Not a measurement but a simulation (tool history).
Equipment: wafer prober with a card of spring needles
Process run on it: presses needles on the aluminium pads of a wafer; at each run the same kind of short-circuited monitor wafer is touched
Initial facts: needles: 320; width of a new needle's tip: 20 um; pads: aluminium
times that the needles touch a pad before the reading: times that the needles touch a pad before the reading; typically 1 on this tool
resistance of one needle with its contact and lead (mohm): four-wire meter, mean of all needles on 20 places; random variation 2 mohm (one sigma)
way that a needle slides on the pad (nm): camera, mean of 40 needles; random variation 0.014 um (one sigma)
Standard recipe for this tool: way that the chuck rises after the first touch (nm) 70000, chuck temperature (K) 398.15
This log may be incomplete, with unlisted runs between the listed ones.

run   hour  way that the chuck rises after the first touch (nm)  chuck temperature (K)  times that the needles touch a pad before the reading  resistance of one needle with its contact and lead (mohm)  way that a needle slides on the pad (nm)
  1      0                                                70000                 398.15                                                      1                                                        392                                     14360
       3.4  -- tips cleaned on abrasive film
  2   11.7                                                70000                 398.15                                                      1                                                        363                                     14360
        19  -- tips cleaned on abrasive film
  3   26.9                                                70000                 398.15                                                      1                                                        362                                     14360
      34.1  -- tips cleaned on abrasive film
  4   45.2                                                70000                 398.15                                                      1                                                        391                                     14330
      48.8  -- tips cleaned on abrasive film
  5     58                                                70000                 398.15                                                      1                                                        375                                     14320
        65  -- tips cleaned on abrasive film
      69.4  -- height of the first contact set anew
  6   78.7                                                70000                 398.15                                                      1                                                        401                                     14490
        80  -- tips cleaned on abrasive film
      95.5  -- tips cleaned on abrasive film
  7   97.5                                                70000                 398.15                                                      1                                                        290                                     14500
     110.7  -- tips cleaned on abrasive film
  8  117.7                                                70000                 398.15                                                      1                                                        359                                     14470
     126.1  -- tips cleaned on abrasive film
  9  137.7                                                70000                 398.15                                                      2                                                        325                                     14460
       141  -- tips cleaned on abrasive film
     155.7  -- tips cleaned on abrasive film
 10  162.7                                                70000                 398.15                                                      2                                                        296                                     14450
     170.6  -- tips cleaned on abrasive film
 11  174.6                                                70000                 398.15                                                      2                                                        275                                     14450
     185.3  -- tips cleaned on abrasive film
 12  195.3                                                70000                 398.15                                                      1                                                        389                                     14430
     199.8  -- tips cleaned on abrasive film
     214.9  -- tips cleaned on abrasive film
 13  216.8                                                70000                 398.15                                                      1                                                        284                                     14410
     229.9  -- tips cleaned on abrasive film
 14  236.5                                                70000                 321.15                                                      2                                                        298                                     14420
     245.1  -- tips cleaned on abrasive film
 15  251.8                                                70000                 321.15                                                      2                                                        288                                     14380
     260.5  -- tips cleaned on abrasive film
 16  263.9                                                73000                 310.15                                                      2                                                        256                                     14990
     274.9  -- tips cleaned on abrasive film
 17    276                                                73000                 310.15                                                      2                                                        225                                     14990
 18  286.6                                                79000                 306.15                                                      2                                                        292                                     16240
     290.3  -- tips cleaned on abrasive film
 19  304.5                                                52000                 398.15                                                      2                                                        418                                     10610
     305.8  -- tips cleaned on abrasive film
     320.2  -- tips cleaned on abrasive film
 20  327.9                                                52000                 398.15                                                      2                                                        379                                     10630
     335.5  -- tips cleaned on abrasive film
 21    343                                                86000                 398.15                                                      2                                                        275                                     17630
     351.2  -- tips cleaned on abrasive film
 22  360.7                                                57000                 398.15                                                      1                                                        467                                     11620
     365.6  -- tips cleaned on abrasive film
 23    372                                                65000                 398.15                                                      1                                                        370                                     13240

Per-run results on a tool with no hidden state, each run keeping its own random variation:
Hidden conditions of the tool in this case: debris on the tips, nm; way that the needles fall short of the set height, um; tips' diameter, um; drift of the gauge itself on contact_mohm, %; drift of the gauge itself on scrub_um, %.
run  resistance of one needle with its contact and lead (mohm)  way that a needle slides on the pad (nm)
  1                                                        220                                     14490
  2                                                        220                                     14500
  3                                                        218                                     14510
  4                                                        217                                     14490
  5                                                        219                                     14500
  6                                                        220                                     14490
  7                                                        224                                     14510
  8                                                        221                                     14500
  9                                                        221                                     14490
 10                                                        218                                     14500
 11                                                        220                                     14510
 12                                                        222                                     14500
 13                                                        221                                     14490
 14                                                        202                                     14510
 15                                                        202                                     14490
 16                                                        199                                     15110
 17                                                        198                                     15110
 18                                                        195                                     16370
 19                                                        227                                     10750
 20                                                        225                                     10790
 21                                                        216                                     17800
 22                                                        224                                     11790
 23                                                        223                                     13420
